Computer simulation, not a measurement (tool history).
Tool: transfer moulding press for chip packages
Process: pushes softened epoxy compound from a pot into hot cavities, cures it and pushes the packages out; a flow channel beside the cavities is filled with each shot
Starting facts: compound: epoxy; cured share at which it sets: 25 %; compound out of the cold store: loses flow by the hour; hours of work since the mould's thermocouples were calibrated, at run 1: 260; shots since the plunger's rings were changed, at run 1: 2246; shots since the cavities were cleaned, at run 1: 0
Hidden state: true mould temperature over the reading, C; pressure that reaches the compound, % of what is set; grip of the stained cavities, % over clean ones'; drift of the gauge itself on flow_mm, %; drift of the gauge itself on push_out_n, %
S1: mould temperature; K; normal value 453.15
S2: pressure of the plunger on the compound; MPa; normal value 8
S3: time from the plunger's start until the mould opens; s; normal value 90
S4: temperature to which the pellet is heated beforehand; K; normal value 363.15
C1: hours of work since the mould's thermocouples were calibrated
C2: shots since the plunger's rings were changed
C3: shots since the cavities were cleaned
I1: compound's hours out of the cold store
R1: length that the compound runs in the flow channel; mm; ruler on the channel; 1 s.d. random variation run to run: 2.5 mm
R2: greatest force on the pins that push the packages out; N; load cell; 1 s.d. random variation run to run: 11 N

{"run": 1, "day": 0.0, "S1": 453.15, "S2": 8, "S3": 90, "S4": 363.15, "C1": 260, "C2": 2246, "C3": 0, "I1": 27.8, "R1": 889, "R2": 504}
{"run": 2, "day": 0.479, "S1": 453.15, "S2": 8, "S3": 90, "S4": 363.15, "C1": 267, "C2": 2368, "C3": 122, "I1": 33.5, "R1": 854, "R2": 628}
{"run": 3, "day": 1.488, "S1": 453.15, "S2": 8, "S3": 90, "S4": 363.15, "C1": 281, "C2": 2625, "C3": 379, "I1": 23.8, "R1": 900, "R2": 803}
{"day": 1.871, "done": "plunger's sealing rings changed"}
{"run": 4, "day": 2.179, "S1": 453.15, "S2": 8, "S3": 90, "S4": 363.15, "C1": 289, "C2": 80, "C3": 530, "I1": 20, "R1": 966, "R2": 894}
{"day": 2.712, "done": "cavities cleaned with cleaning compound and waxed"}
{"run": 5, "day": 2.954, "S1": 453.15, "S2": 8, "S3": 90, "S4": 363.15, "C1": 299, "C2": 261, "C3": 62, "I1": 31.4, "R1": 894, "R2": 556}
{"run": 6, "day": 3.879, "S1": 453.15, "S2": 8, "S3": 90, "S4": 363.15, "C1": 313, "C2": 497, "C3": 298, "I1": 27.9, "R1": 908, "R2": 728}
{"run": 7, "day": 4.488, "S1": 452.15, "S2": 8, "S3": 90, "S4": 363.15, "C1": 321, "C2": 652, "C3": 453, "I1": 19.5, "R1": 957, "R2": 886}
{"run": 8, "day": 5.029, "S1": 452.15, "S2": 8, "S3": 90, "S4": 363.15, "C1": 329, "C2": 791, "C3": 592, "I1": 24.2, "R1": 922, "R2": 923}
{"day": 5.3, "done": "cavities cleaned with cleaning compound and waxed"}
{"run": 9, "day": 5.65, "S1": 452.15, "S2": 8, "S3": 90, "S4": 363.15, "C1": 337, "C2": 933, "C3": 89, "I1": 25, "R1": 920, "R2": 627}
{"run": 10, "day": 6.379, "S1": 452.15, "S2": 8, "S3": 90, "S4": 363.15, "C1": 347, "C2": 1119, "C3": 275, "I1": 17.4, "R1": 965, "R2": 779}
{"run": 11, "day": 6.858, "S1": 452.15, "S2": 8, "S3": 90, "S4": 363.15, "C1": 354, "C2": 1242, "C3": 398, "I1": 20.4, "R1": 950, "R2": 869}
{"run": 12, "day": 7.483, "S1": 452.15, "S2": 8, "S3": 90, "S4": 363.15, "C1": 363, "C2": 1401, "C3": 557, "I1": 36.1, "R1": 853, "R2": 877}
{"day": 7.892, "done": "cavities cleaned with cleaning compound and waxed"}
{"run": 13, "day": 8.4, "S1": 453.15, "S2": 8.84, "S3": 111, "S4": 363.15, "C1": 375, "C2": 1618, "C3": 129, "I1": 18.7, "R1": 998, "R2": 522}
{"run": 14, "day": 9.288, "S1": 460.15, "S2": 8.84, "S3": 111, "S4": 358.15, "C1": 387, "C2": 1845, "C3": 356, "I1": 22.8, "R1": 938, "R2": 606}
{"run": 15, "day": 10.3, "S1": 460.15, "S2": 8.84, "S3": 111, "S4": 358.15, "C1": 402, "C2": 2103, "C3": 614, "I1": 34.1, "R1": 872, "R2": 711}
{"day": 10.504, "done": "cavities cleaned with cleaning compound and waxed"}
{"run": 16, "day": 10.854, "S1": 461.15, "S2": 6.8, "S3": 83, "S4": 359.15, "C1": 409, "C2": 2229, "C3": 90, "I1": 27.1, "R1": 799, "R2": 502}
{"run": 17, "day": 11.754, "S1": 461.15, "S2": 6.8, "S3": 83, "S4": 359.15, "C1": 421, "C2": 2458, "C3": 319, "I1": 34.4, "R1": 760, "R2": 635}
{"day": 12.733, "done": "plunger's sealing rings changed"}
{"run": 18, "day": 12.942, "S1": 454.15, "S2": 7.57, "S3": 83, "S4": 362.15, "C1": 437, "C2": 53, "C3": 596, "I1": 45.4, "R1": 790, "R2": 947}
{"day": 13.188, "done": "cavities cleaned with cleaning compound and waxed"}
{"run": 19, "day": 13.504, "S1": 450.15, "S2": 8, "S3": 85, "S4": 368.15, "C1": 444, "C2": 180, "C3": 81, "I1": 45.9, "R1": 820, "R2": 741}
{"run": 20, "day": 14.517, "S1": 450.15, "S2": 6.76, "S3": 85, "S4": 368.15, "C1": 458, "C2": 438, "C3": 339, "I1": 40, "R1": 782, "R2": 992}

Branching from run 20: 5 alternative next runs. What would each branch give?
{"run": "A", "day": 15.188, "S1": 453.15, "S2": 8, "S3": 74, "S4": 361.15, "C1": 467, "C2": 610, "C3": 511, "I1": 17.5, "R1": "?", "R2": "?"}
{"run": "B", "day": 15.188, "S1": 461.15, "S2": 8, "S3": 90, "S4": 363.15, "C1": 467, "C2": 610, "C3": 511, "I1": 44.3, "R1": "?", "R2": "?"}
{"run": "C", "day": 15.188, "S1": 453.15, "S2": 8, "S3": 123, "S4": 363.15, "C1": 467, "C2": 610, "C3": 511, "I1": 23.6, "R1": "?", "R2": "?"}
{"run": "D", "day": 15.188, "S1": 450.15, "S2": 6.72, "S3": 100, "S4": 368.15, "C1": 467, "C2": 610, "C3": 511, "I1": 31.1, "R1": "?", "R2": "?"}
{"run": "E", "day": 15.188, "S1": 446.15, "S2": 6.76, "S3": 125, "S4": 370.15, "C1": 467, "C2": 610, "C3": 511, "I1": 34.6, "R1": "?", "R2": "?"}

run=A R1=965 R2=1269
run=B R1=791 R2=688
run=C R1=932 R2=699
run=D R1=820 R2=834
run=E R1=814 R2=783
With no hidden state in the tool, these same runs would have given:
run=A R1=981 R2=833
run=B R1=803 R2=411
run=C R1=947 R2=420
run=D R1=834 R2=526
run=E R1=828 R2=487
